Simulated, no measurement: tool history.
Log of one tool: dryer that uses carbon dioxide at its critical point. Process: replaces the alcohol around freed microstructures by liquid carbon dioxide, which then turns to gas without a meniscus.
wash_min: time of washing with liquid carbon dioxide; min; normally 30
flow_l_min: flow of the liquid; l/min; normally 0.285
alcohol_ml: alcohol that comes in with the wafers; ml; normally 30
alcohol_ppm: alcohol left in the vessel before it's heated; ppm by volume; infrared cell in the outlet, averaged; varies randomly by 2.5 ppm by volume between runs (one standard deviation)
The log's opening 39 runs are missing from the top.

| run | day | wash_min | flow_l_min | alcohol_ml | alcohol_ppm |
|---|---|---|---|---|---|
| 40 | 30.429 | 28 | 0.397 | 24 | 44 |
| 41 | 30.954 | 41 | 0.185 | 43 | 88 |
| 42 | 31.662 | 39 | 0.251 | 37 | 47 |
| 43 | 32.604 | 22 | 0.174 | 44 | 1441 |
|  | 33.654 | purifier's bed changed |
| 44 | 33.767 | 22 | 0.174 | 44 | 1437 |
| 45 | 34.75 | 39 | 0.293 | 30 | 4 |
| 46 | 35.208 | 36 | 0.239 | 114 | 49 |
| 47 | 35.921 | 36 | 0.239 | 114 | 52 |

Each row is a separate what-if for the run after 47, all from the same tool condition, not one after another. Results?
|  | 36.292 | inlet filter changed |
| A | 37.042 | 30 | 0.267 | 30 | ? |
|  | 36.292 | inlet filter changed |
| B | 37.042 | 36 | 0.239 | 49 | ? |
|  | 36.292 | inlet filter changed |
| C | 37.042 | 20 | 0.239 | 42 | ? |
|  | 36.292 | inlet filter changed |
| D | 37.042 | 28 | 0.264 | 30 | ? |

| run | alcohol_ppm |
|---|---|
| A | 19 |
| B | 22 |
| C | 451 |
| D | 33 |
Take away the tool's hidden state, keep each run's random variation, and the runs would have read:
| run | alcohol_ppm |
|---|---|
| A | 16 |
| B | 19 |
| C | 438 |
| D | 30 |
